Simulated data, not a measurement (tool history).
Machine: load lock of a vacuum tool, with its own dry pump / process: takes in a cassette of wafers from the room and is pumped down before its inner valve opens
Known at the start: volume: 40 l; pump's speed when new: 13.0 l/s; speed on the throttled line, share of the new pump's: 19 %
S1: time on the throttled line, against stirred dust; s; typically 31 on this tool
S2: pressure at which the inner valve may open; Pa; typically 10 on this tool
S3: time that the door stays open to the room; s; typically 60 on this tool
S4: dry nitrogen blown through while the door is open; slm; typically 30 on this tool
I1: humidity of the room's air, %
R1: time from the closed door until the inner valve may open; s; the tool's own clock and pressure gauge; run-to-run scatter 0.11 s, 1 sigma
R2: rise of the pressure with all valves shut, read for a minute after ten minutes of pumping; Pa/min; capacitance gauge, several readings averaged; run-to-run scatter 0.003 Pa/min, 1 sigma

Run 1, hour 0.0: usual settings; I1 48.9. Result: R1 54.8 s, R2 0.331 Pa/min.
Run 2, hour 162.8: usual settings but S3 48 s; I1 45.3. Result: R1 54.6 s, R2 0.340 Pa/min.
Run 3, hour 391.8: usual settings but S1 55 s, S3 48 s; I1 42.2. Result: R1 73.9 s, R2 0.342 Pa/min.
Run 4, hour 557.7: usual settings but S1 55 s, S3 48 s; I1 47.6. Result: R1 74.0 s, R2 0.356 Pa/min.
Run 5, hour 808.2: usual settings but S1 55 s, S3 48 s; I1 43.6. Result: R1 73.7 s, R2 0.356 Pa/min.
Run 6, hour 996.8: usual settings but S3 56 s; I1 41.7. Result: R1 54.9 s, R2 0.373 Pa/min.
Run 7, hour 1143.0: usual settings but S3 56 s; I1 50.2. Result: R1 54.9 s, R2 0.381 Pa/min.
Run 8, hour 1418.1: usual settings but S3 56 s; I1 47.3. Result: R1 54.8 s, R2 0.387 Pa/min.
Run 9, hour 1562.4: usual settings but S3 56 s; I1 45.0. Result: R1 54.9 s, R2 0.396 Pa/min.
Run 10, hour 1726.8: usual settings but S3 56 s; I1 47.3. Result: R1 55.1 s, R2 0.410 Pa/min.
Run 11, hour 1997.1: usual settings but S1 52 s, S3 153 s; I1 46.2. Result: R1 71.5 s, R2 0.429 Pa/min.
Run 12, hour 2167.3: usual settings but S4 21 slm; I1 41.6. Result: R1 54.9 s, R2 0.428 Pa/min.
Run 13, hour 2436.5: usual settings but S4 21 slm; I1 43.9. Result: R1 54.9 s, R2 0.435 Pa/min.
Run 14, hour 2612.6: usual settings but S2 9 Pa; I1 44.5. Result: R1 55.4 s, R2 0.436 Pa/min.
At hour 2753.9: door's seal changed, seat wiped.
Run 15, hour 2781.0: usual settings but S2 11 Pa, S3 147 s, S4 32 slm; I1 43.6. Result: R1 54.8 s, R2 0.025 Pa/min.

Here are 3 independent what-if runs from the current tool condition. What would each one return?
Run A, hour 3034.6: usual settings but S1 44 s, S3 197 s, S4 17 slm; I1 44.5. Result: R1 ?, R2 ?.
Run B, hour 3034.6: usual settings but S1 30 s, S2 11 Pa, S3 147 s, S4 32 slm; I1 43.4. Result: R1 ?, R2 ?.
Run C, hour 3034.6: usual settings but S2 11 Pa, S3 154 s, S4 13 slm; I1 44.3. Result: R1 ?, R2 ?.

run    R1     R2
  A  65.4  0.043
  B  54.0  0.025
  C  54.8  0.050
Had the tool no hidden state, the same runs would have come out as:
run    R1     R2
  A  64.1  0.041
  B  52.6  0.024
  C  53.3  0.048

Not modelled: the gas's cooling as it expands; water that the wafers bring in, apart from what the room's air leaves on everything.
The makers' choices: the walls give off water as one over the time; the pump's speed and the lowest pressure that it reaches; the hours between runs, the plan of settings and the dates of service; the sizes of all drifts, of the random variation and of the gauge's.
